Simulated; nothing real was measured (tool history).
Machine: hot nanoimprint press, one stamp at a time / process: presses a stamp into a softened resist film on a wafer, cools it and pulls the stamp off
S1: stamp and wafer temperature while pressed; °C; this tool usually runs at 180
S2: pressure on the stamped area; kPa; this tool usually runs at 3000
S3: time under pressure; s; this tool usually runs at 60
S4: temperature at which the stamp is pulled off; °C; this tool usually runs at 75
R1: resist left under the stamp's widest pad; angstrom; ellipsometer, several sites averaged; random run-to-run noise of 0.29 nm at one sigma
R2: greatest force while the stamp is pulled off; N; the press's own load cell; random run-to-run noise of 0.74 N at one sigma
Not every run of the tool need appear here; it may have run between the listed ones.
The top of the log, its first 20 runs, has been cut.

run,hour,S1,S2,S3,S4,R1,R2
21,756.8,185,2880,100,83,1565,105.1
22,795.9,179,3310,33,73,2509,116.7
23,835.7,191,2510,33,73,2199,117.3
24,858.9,191,3330,37,62,1886,128.2
25,899.4,180,3000,37,75,2457,113.8
26,935.8,186,3000,37,63,2179,126.4
27,957.9,180,4530,60,75,1767,112.9
28,991.1,187,3820,75,75,1466,114.6
29,1022.8,187,3820,42,61,1845,129.7
# hour 1063.6: stamp cleaned and given a new release coat
30,1067.2,187,3820,42,61,1846,128.6
31,1105.6,180,3380,35,75,2392,113.6

What if the next run were any one of these 3? Each begins from the tool's condition after run 31:
# hour 1143.2: gauge calibrated
A,1146.9,168,2850,60,75,?,?
# hour 1143.2: gauge calibrated
B,1146.9,180,4530,60,68,?,?
# hour 1143.2: gauge calibrated
C,1146.9,180,3380,40,80,?,?

run,R1,R2
A,2789,112.8
B,1798,120.7
C,2324,109.7
Take away the tool's hidden state, keep each run's random variation, and the runs would have read:
run,R1,R2
A,2789,112.8
B,1797,120.7
C,2324,109.7
